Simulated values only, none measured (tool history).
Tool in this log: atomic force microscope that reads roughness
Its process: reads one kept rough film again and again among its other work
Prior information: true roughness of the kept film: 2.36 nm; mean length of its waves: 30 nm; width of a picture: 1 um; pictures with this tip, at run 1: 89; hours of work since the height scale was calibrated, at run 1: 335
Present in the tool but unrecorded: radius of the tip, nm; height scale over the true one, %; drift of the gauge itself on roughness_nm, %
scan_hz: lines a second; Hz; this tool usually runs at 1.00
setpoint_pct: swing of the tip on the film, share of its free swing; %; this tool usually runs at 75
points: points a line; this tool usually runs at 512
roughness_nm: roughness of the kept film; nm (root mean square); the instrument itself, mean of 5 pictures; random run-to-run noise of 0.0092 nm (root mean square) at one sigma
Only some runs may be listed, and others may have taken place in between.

| run | hour | scan_hz | setpoint_pct | points | pictures with this tip | hours of work since the height scale was calibrated | roughness_nm |
|---|---|---|---|---|---|---|---|
| 1 | 0.0 | 1.00 | 75 | 512 | 89 | 335 | 1.688 |
|  | 7.9 | new tip fitted |
| 2 | 9.7 | 1.00 | 73 | 512 | 4 | 342 | 2.075 |
| 3 | 24.1 | 1.00 | 75 | 512 | 35 | 352 | 1.939 |
| 4 | 41.7 | 2.79 | 75 | 512 | 74 | 365 | 1.656 |
| 5 | 49.6 | 2.79 | 75 | 512 | 91 | 371 | 1.589 |
|  | 56.7 | new tip fitted |
| 6 | 65.0 | 2.79 | 75 | 512 | 19 | 381 | 1.819 |
| 7 | 76.1 | 2.79 | 75 | 512 | 43 | 389 | 1.743 |
| 8 | 87.6 | 2.79 | 75 | 512 | 68 | 398 | 1.643 |
| 9 | 102.5 | 2.09 | 75 | 512 | 101 | 409 | 1.601 |
|  | 104.7 | new tip fitted |
| 10 | 117.3 | 2.09 | 75 | 512 | 28 | 419 | 1.860 |
| 11 | 131.5 | 2.09 | 75 | 512 | 59 | 429 | 1.735 |
| 12 | 144.5 | 2.09 | 75 | 512 | 88 | 439 | 1.650 |
|  | 152.7 | new tip fitted |
| 13 | 161.8 | 2.09 | 75 | 512 | 20 | 451 | 1.898 |
| 14 | 177.4 | 0.97 | 75 | 512 | 54 | 462 | 1.853 |
| 15 | 191.7 | 0.97 | 75 | 512 | 86 | 472 | 1.759 |
|  | 200.8 | new tip fitted |
| 16 | 205.2 | 0.97 | 75 | 512 | 10 | 482 | 2.038 |
| 17 | 220.5 | 0.73 | 61 | 634 | 44 | 493 | 1.971 |
| 18 | 238.6 | 1.06 | 70 | 591 | 83 | 506 | 1.776 |
|  | 249.3 | new tip fitted |
| 19 | 256.6 | 1.40 | 75 | 709 | 16 | 519 | 1.976 |
| 20 | 267.6 | 1.40 | 75 | 709 | 40 | 527 | 1.880 |
| 21 | 276.6 | 0.92 | 55 | 423 | 59 | 533 | 1.910 |
|  | 278.5 | height scale calibrated on a step standard |
| 22 | 291.6 | 2.13 | 74 | 512 | 90 | 9 | 1.664 |
|  | 299.1 | new tip fitted |
| 23 | 299.9 | 1.00 | 55 | 483 | 2 | 15 | 2.170 |
| 24 | 317.6 | 2.69 | 75 | 820 | 41 | 28 | 1.783 |
| 25 | 326.5 | 0.75 | 59 | 820 | 60 | 34 | 1.921 |
| 26 | 336.9 | 0.75 | 59 | 820 | 83 | 42 | 1.830 |
|  | 346.9 | new tip fitted |
| 27 | 351.5 | 1.61 | 81 | 615 | 10 | 52 | 1.958 |
| 28 | 369.3 | 1.00 | 68 | 512 | 49 | 65 | 1.911 |
| 29 | 378.6 | 1.71 | 70 | 384 | 69 | 72 | 1.788 |
|  | 385.5 | height scale calibrated on a step standard, once more |
| 30 | 387.2 | 0.59 | 76 | 261 | 86 | 1 | 1.742 |
|  | 396.2 | new tip fitted |
| 31 | 405.8 | 1.00 | 75 | 272 | 21 | 14 | 1.967 |

Each row is a separate what-if for the run after 31, all from the same tool condition, not one after another. Results?
| A | 423.5 | 1.00 | 66 | 512 | 60 | 27 | ? |
| B | 423.5 | 1.00 | 75 | 904 | 60 | 27 | ? |
| C | 423.5 | 1.00 | 57 | 516 | 60 | 27 | ? |

| run | roughness_nm |
|---|---|
| A | 1.864 |
| B | 1.820 |
| C | 1.890 |
With no hidden state in the tool, these same runs would have given:
| run | roughness_nm |
|---|---|
| A | 2.134 |
| B | 2.086 |
| C | 2.163 |
